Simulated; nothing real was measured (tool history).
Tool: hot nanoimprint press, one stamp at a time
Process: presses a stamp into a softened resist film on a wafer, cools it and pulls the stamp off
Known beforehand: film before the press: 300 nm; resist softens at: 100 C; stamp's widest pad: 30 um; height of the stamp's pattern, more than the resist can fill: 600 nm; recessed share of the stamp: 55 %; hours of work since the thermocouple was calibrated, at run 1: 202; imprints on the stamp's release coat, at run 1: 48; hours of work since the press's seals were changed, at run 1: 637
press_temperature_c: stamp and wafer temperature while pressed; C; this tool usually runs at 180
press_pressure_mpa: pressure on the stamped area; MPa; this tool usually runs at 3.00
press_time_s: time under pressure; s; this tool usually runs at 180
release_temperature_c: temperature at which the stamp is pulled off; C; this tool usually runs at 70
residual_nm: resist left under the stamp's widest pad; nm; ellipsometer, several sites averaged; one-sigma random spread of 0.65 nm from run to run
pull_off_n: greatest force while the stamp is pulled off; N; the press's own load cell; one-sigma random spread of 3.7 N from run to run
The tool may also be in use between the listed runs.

run	hour	press_temperature_c	press_pressure_mpa	press_time_s	release_temperature_c	hours of work since the thermocouple was calibrated	imprints on the stamp's release coat	hours of work since the press's seals were changed	residual_nm	pull_off_n
1	0.0	180	3.00	180	70	202	48	637	174.4	186
2	50.3	180	3.55	180	70	231	225	666	164.0	195
3	97.4	180	3.09	180	70	258	391	693	174.9	188
4	146.6	180	3.00	180	70	286	564	721	176.6	198
5	204.5	180	3.00	180	70	320	767	754	177.2	207
6	262.7	180	3.00	180	70	353	972	788	179.4	216
# hour 278.4: plate thermocouple calibrated
7	298.1	180	3.00	180	70	11	1086	806	181.4	212
8	345.6	180	3.00	180	57	39	1253	834	182.3	261
9	375.1	180	3.00	251	70	56	1357	851	164.5	232
10	401.7	174	3.00	180	70	71	1450	866	219.7	229
# hour 445.5: plate thermocouple calibrated, once more
11	458.0	174	3.00	180	70	7	1638	897	208.3	227
12	508.3	180	3.46	180	70	36	1815	926	162.6	244
13	547.8	180	3.46	180	70	59	1953	948	165.2	244
14	582.1	180	3.46	180	70	79	2074	968	163.5	244
15	613.0	180	3.46	180	70	96	2182	986	165.8	260
16	653.2	180	3.00	115	60	120	2324	1009	199.5	292
# hour 680.7: stamp cleaned and given a new release coat
17	687.5	180	3.00	115	59	136	24	1025	199.5	213
18	728.7	182	3.21	91	57	160	169	1049	197.6	213
19	756.0	186	3.21	91	67	175	265	1065	174.6	200
20	781.4	187	2.64	126	74	190	355	1079	165.9	188
21	818.3	181	3.00	180	64	211	484	1101	171.7	205
22	862.1	185	1.94	180	64	236	638	1126	176.7	220
23	886.6	175	3.00	180	57	250	724	1140	208.7	244
24	921.3	175	3.00	180	57	270	846	1160	210.2	263
25	980.3	175	3.00	180	57	304	1054	1194	210.3	260
26	1038.3	180	3.00	128	64	338	1258	1227	197.5	253
# hour 1081.8: plate thermocouple calibrated
27	1093.5	180	3.00	128	64	7	1441	1257	193.2	257
28	1127.1	180	3.00	128	64	26	1559	1277	194.4	252
29	1178.4	180	3.00	128	64	56	1740	1306	195.6	250

Forecast each of these 4 alternatives for the next run:
A	1208.0	192	2.86	296	70	73	1844	1323	?	?
B	1208.0	175	2.11	283	70	73	1844	1323	?	?
C	1208.0	189	3.00	159	56	73	1844	1323	?	?
D	1208.0	184	3.66	303	64	73	1844	1323	?	?

run	residual_nm	pull_off_n
A	97.0	236
B	204.8	244
C	135.7	283
D	118.2	257
Had the tool no hidden state, the same runs would have come out as:
run	residual_nm	pull_off_n
A	89.4	177
B	195.8	182
C	125.5	213
D	107.1	193
